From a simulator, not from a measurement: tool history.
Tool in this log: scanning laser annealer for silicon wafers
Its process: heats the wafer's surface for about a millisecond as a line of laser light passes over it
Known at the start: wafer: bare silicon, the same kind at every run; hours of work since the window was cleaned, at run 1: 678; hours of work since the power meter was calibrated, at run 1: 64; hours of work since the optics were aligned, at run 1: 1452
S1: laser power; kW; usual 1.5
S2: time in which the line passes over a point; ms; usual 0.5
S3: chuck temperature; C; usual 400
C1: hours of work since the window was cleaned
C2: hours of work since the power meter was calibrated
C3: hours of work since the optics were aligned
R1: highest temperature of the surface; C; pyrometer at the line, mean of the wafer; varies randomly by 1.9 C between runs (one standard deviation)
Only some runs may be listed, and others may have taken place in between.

| run | day | S1 | S2 | S3 | C1 | C2 | C3 | R1 |
|---|---|---|---|---|---|---|---|---|
| 1 | 0 | 1.5 | 0.5 | 400 | 678 | 64 | 1452 | 1108 |
| 2 | 0.571 | 1.5 | 0.5 | 400 | 687 | 73 | 1461 | 1105 |
| 3 | 1.488 | 1.5 | 0.5 | 400 | 702 | 88 | 1476 | 1107 |
| 4 | 2.062 | 1.5 | 0.5 | 415 | 711 | 97 | 1485 | 1117 |
| 5 | 2.983 | 1.5 | 0.5 | 381 | 725 | 112 | 1500 | 1086 |
| 6 | 3.638 | 1.5 | 0.5 | 412 | 736 | 122 | 1510 | 1112 |
| 7 | 4.6 | 1.5 | 0.5 | 412 | 751 | 137 | 1526 | 1113 |
| 8 | 5.146 | 1.5 | 0.454 | 400 | 760 | 146 | 1534 | 1071 |
|  | 5.725 | optics aligned, line set to its width |
|  | 6.354 | window over the wafer cleaned |
| 9 | 6.438 | 1.5 | 0.5 | 400 | 1 | 162 | 10 | 1091 |
| 10 | 7.1 | 1.5 | 0.5 | 400 | 12 | 173 | 21 | 1091 |
| 11 | 7.921 | 1.5 | 0.5 | 400 | 25 | 186 | 34 | 1091 |
| 12 | 8.588 | 1.5 | 0.5 | 400 | 36 | 196 | 44 | 1089 |
| 13 | 9.554 | 1.5 | 0.5 | 400 | 51 | 212 | 60 | 1089 |
|  | 10.333 | window over the wafer cleaned, once more |
| 14 | 10.567 | 1.5 | 0.5 | 400 | 4 | 227 | 75 | 1168 |
| 15 | 11.321 | 1.5 | 0.5 | 400 | 16 | 239 | 87 | 1166 |
| 16 | 11.983 | 1.341 | 0.426 | 378 | 26 | 249 | 97 | 1005 |
| 17 | 13.058 | 1.341 | 0.426 | 378 | 44 | 266 | 114 | 1002 |
| 18 | 13.7 | 1.341 | 0.426 | 378 | 54 | 277 | 125 | 1003 |
| 19 | 14.158 | 1.315 | 0.551 | 435 | 61 | 284 | 132 | 1114 |
| 20 | 14.896 | 1.315 | 0.551 | 435 | 73 | 296 | 144 | 1115 |
| 21 | 15.925 | 1.549 | 0.508 | 435 | 89 | 312 | 160 | 1234 |
| 22 | 16.625 | 1.549 | 0.508 | 435 | 100 | 323 | 171 | 1229 |
| 23 | 17.671 | 1.502 | 0.508 | 404 | 117 | 340 | 188 | 1169 |
| 24 | 18.329 | 1.5 | 0.596 | 416 | 128 | 351 | 199 | 1232 |
| 25 | 19.367 | 1.422 | 0.554 | 421 | 144 | 367 | 215 | 1160 |
| 26 | 20.096 | 1.422 | 0.554 | 421 | 156 | 379 | 227 | 1162 |
| 27 | 21.029 | 1.5 | 0.605 | 390 | 171 | 394 | 242 | 1212 |
| 28 | 21.546 | 1.444 | 0.362 | 377 | 179 | 402 | 250 | 1007 |
| 29 | 22.288 | 1.444 | 0.362 | 377 | 191 | 414 | 262 | 1008 |
| 30 | 22.775 | 1.5 | 0.354 | 400 | 199 | 422 | 270 | 1047 |

Below, each run's measurement less what the same run would have read without the hidden state. Both values contain the same run-to-run variation, but the gauge's scatter may not be the same in both:
Unlogged tool condition in this case: light that passes the window, % of a clean one's; laser's true power over the reading, %; width of the line over the set one, %; drift of the gauge itself on peak_c, C.
| run | R1 |
|---|---|
| 1 | -65 |
| 2 | -66 |
| 3 | -67 |
| 4 | -68 |
| 5 | -68 |
| 6 | -69 |
| 7 | -70 |
| 8 | -68 |
| 9 | -79 |
| 10 | -81 |
| 11 | -81 |
| 12 | -82 |
| 13 | -83 |
| 14 | -4 |
| 15 | -5 |
| 16 | -4 |
| 17 | -5 |
| 18 | -6 |
| 19 | -7 |
| 20 | -7 |
| 21 | -11 |
| 22 | -11 |
| 23 | -12 |
| 24 | -14 |
| 25 | -14 |
| 26 | -15 |
| 27 | -18 |
| 28 | -14 |
| 29 | -15 |
| 30 | -15 |
